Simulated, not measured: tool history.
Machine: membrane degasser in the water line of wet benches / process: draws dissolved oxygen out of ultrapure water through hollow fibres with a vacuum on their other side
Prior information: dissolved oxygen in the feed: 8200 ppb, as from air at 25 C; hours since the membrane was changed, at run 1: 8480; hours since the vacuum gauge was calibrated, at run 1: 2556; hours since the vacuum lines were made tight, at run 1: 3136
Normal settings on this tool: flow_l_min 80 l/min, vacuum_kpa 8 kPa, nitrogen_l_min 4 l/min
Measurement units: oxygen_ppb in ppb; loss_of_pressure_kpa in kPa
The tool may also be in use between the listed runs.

| run | hour | flow_l_min | vacuum_kpa | nitrogen_l_min | hours since the membrane was changed | hours since the vacuum gauge was calibrated | hours since the vacuum lines were made tight | oxygen_ppb | loss_of_pressure_kpa |
|---|---|---|---|---|---|---|---|---|---|
| 1 | 0 | 80 | 8 | 4 | 8480 | 2556 | 3136 | 453.5 | 43.64 |
| 2 | 276 | 80 | 8 | 4 | 8756 | 2832 | 3412 | 457.2 | 43.39 |
|  | 474.9 | vacuum gauge calibrated |
| 3 | 474.9 | 80 | 8 | 4 | 8955 | 0 | 3611 | 452.9 | 43.53 |
| 4 | 643 | 80 | 8 | 4 | 9123 | 168 | 3779 | 459.1 | 43.41 |
| 5 | 831.6 | 55 | 8 | 4 | 9311 | 357 | 3968 | 300.1 | 29.98 |
| 6 | 987.8 | 55 | 8 | 4 | 9468 | 513 | 4124 | 300.1 | 30.31 |

Forecast run 7:
| 7 | 1259.5 | 127 | 8 | 4.03 | 9739 | 785 | 4395 | ? | ? |

Run 7 measured oxygen_ppb 735.8 ppb, loss_of_pressure_kpa 68.95 kPa.
Were there no unlogged condition in the tool, this run, its random variation unchanged, would have produced oxygen_ppb 735.1 ppb, loss_of_pressure_kpa 68.9 kPa.
